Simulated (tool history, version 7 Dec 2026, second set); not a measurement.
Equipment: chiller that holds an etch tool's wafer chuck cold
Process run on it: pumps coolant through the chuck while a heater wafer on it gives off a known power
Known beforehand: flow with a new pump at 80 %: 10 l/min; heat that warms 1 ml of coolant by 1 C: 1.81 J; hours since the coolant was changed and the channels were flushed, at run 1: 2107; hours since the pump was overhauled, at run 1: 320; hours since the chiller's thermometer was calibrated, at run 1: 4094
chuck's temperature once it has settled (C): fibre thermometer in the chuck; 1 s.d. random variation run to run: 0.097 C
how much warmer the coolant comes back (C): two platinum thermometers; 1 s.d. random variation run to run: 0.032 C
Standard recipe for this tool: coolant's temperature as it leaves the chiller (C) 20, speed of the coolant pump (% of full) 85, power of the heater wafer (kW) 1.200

| run | hour | coolant's temperature as it leaves the chiller (C) | speed of the coolant pump (% of full) | power of the heater wafer (kW) | hours since the coolant was changed and the channels were flushed | hours since the pump was overhauled | hours since the chiller's thermometer was calibrated | chuck's temperature once it has settled (C) | how much warmer the coolant comes back (C) |
|---|---|---|---|---|---|---|---|---|---|
| 1 | 0.0 | 20 | 85 | 1.200 | 2107 | 320 | 4094 | 28.01 | 3.74 |
| 2 | 39.9 | 20 | 85 | 1.200 | 2147 | 360 | 4134 | 28.02 | 3.76 |
| 3 | 101.2 | 20 | 85 | 0.875 | 2209 | 421 | 4195 | 25.66 | 2.68 |
| 4 | 136.2 | 20 | 85 | 0.875 | 2244 | 456 | 4230 | 25.75 | 2.75 |
| 5 | 179.8 | 20 | 85 | 1.200 | 2287 | 500 | 4274 | 27.86 | 3.74 |
| 6 | 236.0 | 20 | 68 | 1.200 | 2343 | 556 | 4330 | 29.77 | 4.77 |
| 7 | 287.9 | 20 | 68 | 1.200 | 2395 | 608 | 4382 | 29.94 | 4.80 |
| 8 | 322.4 | 20 | 85 | 1.200 | 2430 | 643 | 4417 | 27.88 | 3.78 |
| 9 | 366.4 | 20 | 85 | 1.200 | 2474 | 687 | 4461 | 27.93 | 3.72 |
| 10 | 409.1 | 20 | 85 | 1.200 | 2516 | 729 | 4503 | 28.04 | 3.75 |
| 11 | 450.9 | 20 | 85 | 1.200 | 2558 | 771 | 4545 | 28.00 | 3.79 |
| 12 | 490.0 | 20 | 85 | 1.200 | 2597 | 810 | 4584 | 28.04 | 3.77 |
| 13 | 526.7 | 20 | 85 | 1.592 | 2634 | 847 | 4621 | 30.75 | 4.98 |
| 14 | 553.2 | 20 | 85 | 1.592 | 2661 | 873 | 4647 | 30.75 | 4.97 |
| 15 | 590.5 | 20 | 85 | 1.592 | 2698 | 911 | 4685 | 30.43 | 4.97 |
| 16 | 637.4 | 20 | 85 | 1.592 | 2745 | 958 | 4732 | 30.56 | 4.99 |
| 17 | 688.0 | 20 | 85 | 1.592 | 2795 | 1008 | 4782 | 30.68 | 4.96 |
| 18 | 736.0 | 20 | 73 | 1.556 | 2843 | 1056 | 4830 | 32.21 | 5.73 |
| 19 | 795.3 | 20 | 73 | 1.556 | 2903 | 1115 | 4889 | 31.93 | 5.75 |
| 20 | 839.3 | 20 | 73 | 1.556 | 2947 | 1160 | 4933 | 32.30 | 5.68 |
| 21 | 886.4 | 17 | 66 | 1.605 | 2994 | 1207 | 4981 | 30.83 | 6.64 |
| 22 | 922.2 | 20 | 71 | 1.200 | 3030 | 1242 | 5016 | 29.82 | 4.58 |
| 23 | 950.3 | 15 | 71 | 0.785 | 3058 | 1270 | 5044 | 21.01 | 2.95 |
| 24 | 998.4 | 20 | 85 | 0.683 | 3106 | 1319 | 5093 | 24.67 | 2.17 |
| 25 | 1053.5 | 22 | 98 | 0.648 | 3161 | 1374 | 5148 | 25.91 | 1.75 |
| 26 | 1079.1 | 20 | 60 | 1.332 | 3186 | 1399 | 5173 | 32.40 | 6.18 |
| 27 | 1119.7 | 16 | 91 | 1.102 | 3227 | 1440 | 5214 | 22.88 | 3.19 |
| 28 | 1156.8 | 17 | 91 | 0.819 | 3264 | 1477 | 5251 | 22.14 | 2.42 |
| 29 | 1212.2 | 17 | 91 | 0.819 | 3320 | 1532 | 5306 | 22.13 | 2.43 |
| 30 | 1259.1 | 17 | 91 | 0.819 | 3366 | 1579 | 5353 | 22.06 | 2.32 |
| 31 | 1317.8 | 13 | 65 | 1.637 | 3425 | 1638 | 5412 | 27.41 | 7.01 |
| 32 | 1367.8 | 20 | 88 | 1.354 | 3475 | 1688 | 5462 | 28.87 | 4.11 |

A few steps of chuck's temperature once it has settled (C) between consecutive runs. Split each: what settings, incoming material and random variation would produce without the hidden state, and what is left over for the hidden state, along with gauge scatter present in only one of the two compared results (measured, and without hidden state):
Hidden state present: heat passed by the chuck's channels, % of clean ones'; flow at a given pump speed, % of a new pump's; coolant's true temperature over the reading, C; drift of the gauge itself on chuck_c, C; drift of the gauge itself on warmer_back_c, C.
Run 22 -> 23: coolant's temperature as it leaves the chiller (C) 20 -> 15, power of the heater wafer (kW) 1.200 -> 0.785. chuck's temperature once it has settled (C) -8.81: hidden state -0.16, all else -8.65.
Run 25 -> 26: coolant's temperature as it leaves the chiller (C) 22 -> 20, speed of the coolant pump (% of full) 98 -> 60, power of the heater wafer (kW) 0.648 -> 1.332. chuck's temperature once it has settled (C) +6.49: hidden state +0.46, all else +6.03.
Run 26 -> 27: coolant's temperature as it leaves the chiller (C) 20 -> 16, speed of the coolant pump (% of full) 60 -> 91, power of the heater wafer (kW) 1.332 -> 1.102. chuck's temperature once it has settled (C) -9.52: hidden state -0.29, all else -9.23.
Run 30 -> 31: coolant's temperature as it leaves the chiller (C) 17 -> 13, speed of the coolant pump (% of full) 91 -> 65, power of the heater wafer (kW) 0.819 -> 1.637. chuck's temperature once it has settled (C) +5.35: hidden state +0.55, all else +4.80.
Run 31 -> 32: coolant's temperature as it leaves the chiller (C) 13 -> 20, speed of the coolant pump (% of full) 65 -> 88, power of the heater wafer (kW) 1.637 -> 1.354. chuck's temperature once it has settled (C) +1.46: hidden state -0.31, all else +1.77.
